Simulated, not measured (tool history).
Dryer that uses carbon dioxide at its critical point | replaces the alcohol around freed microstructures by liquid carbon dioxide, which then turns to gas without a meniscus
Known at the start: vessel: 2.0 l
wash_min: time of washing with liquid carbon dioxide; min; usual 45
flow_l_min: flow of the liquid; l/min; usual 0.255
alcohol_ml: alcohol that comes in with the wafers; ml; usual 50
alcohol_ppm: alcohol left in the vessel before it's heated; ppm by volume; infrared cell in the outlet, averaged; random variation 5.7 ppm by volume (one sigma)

Run 1, hour 0.0: usual settings. Result: alcohol_ppm 197 ppm by volume.
Run 2, hour 27.3: usual settings. Result: alcohol_ppm 201 ppm by volume.
Run 3, hour 52.7: usual settings. Result: alcohol_ppm 211 ppm by volume.
Run 4, hour 67.5: usual settings. Result: alcohol_ppm 206 ppm by volume.
Run 5, hour 86.4: usual settings. Result: alcohol_ppm 225 ppm by volume.
Run 6, hour 110.5: usual settings. Result: alcohol_ppm 223 ppm by volume.
Run 7, hour 127.5: usual settings. Result: alcohol_ppm 238 ppm by volume.
Run 8, hour 161.7: usual settings but wash_min 34 min, alcohol_ml 70 ml. Result: alcohol_ppm 970 ppm by volume.
Run 9, hour 185.5: usual settings but wash_min 57 min, alcohol_ml 39 ml. Result: alcohol_ppm 75 ppm by volume.
Run 10, hour 209.8: usual settings but wash_min 66 min, flow_l_min 0.156 l/min, alcohol_ml 52 ml. Result: alcohol_ppm 405 ppm by volume.
Run 11, hour 227.3: usual settings but wash_min 66 min, flow_l_min 0.184 l/min, alcohol_ml 29 ml. Result: alcohol_ppm 135 ppm by volume.

Run 12 comes next. What will it give?
Run 12, hour 247.4: usual settings but wash_min 39 min, flow_l_min 0.302 l/min, alcohol_ml 71 ml. Result: alcohol_ppm ?.

alcohol_ppm: 313 ppm by volume
Without the tool's hidden state the same run would have given alcohol_ppm 224 ppm by volume.
